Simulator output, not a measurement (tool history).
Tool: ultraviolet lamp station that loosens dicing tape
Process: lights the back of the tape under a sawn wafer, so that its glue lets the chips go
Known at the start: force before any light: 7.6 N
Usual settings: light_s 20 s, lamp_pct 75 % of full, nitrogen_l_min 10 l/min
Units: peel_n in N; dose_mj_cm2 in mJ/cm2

run	hour	light_s	lamp_pct	nitrogen_l_min	peel_n	dose_mj_cm2
1	0	20	75	10	0.457	339
2	5.9	20	75	10	0.48	340
3	10.4	20	75	10	0.47	343
4	15.6	20	75	10	0.467	340
5	22.9	20	75	10	0.477	341
6	32.5	20	90	10	0.308	406
7	42	20	90	10	0.301	408
8	46.3	20	90	10	0.316	406
9	50.8	31	92	20	0.158	643
10	58.9	21	75	10	0.417	359
11	69	17	95	13	0.358	369
12	73.3	36	75	13	0.152	611
13	83.2	30	95	10	0.176	648
14	92.5	20	69	6	0.745	314
15	102	23	75	17	0.262	392
16	110.9	20	75	12	0.426	335

Forecast each of these 4 alternatives for the next run:
A	116.3	20	75	8	?	?
B	116.3	19	98	4	?	?
C	116.3	11	69	11	?	?
D	116.3	20	82	12	?	?

run	peel_n	dose_mj_cm2
A	0.521	337
B	0.512	425
C	1.624	171
D	0.356	371
Without the tool's hidden state the same runs would have given:
run	peel_n	dose_mj_cm2
A	0.519	338
B	0.51	426
C	1.619	172
D	0.355	372
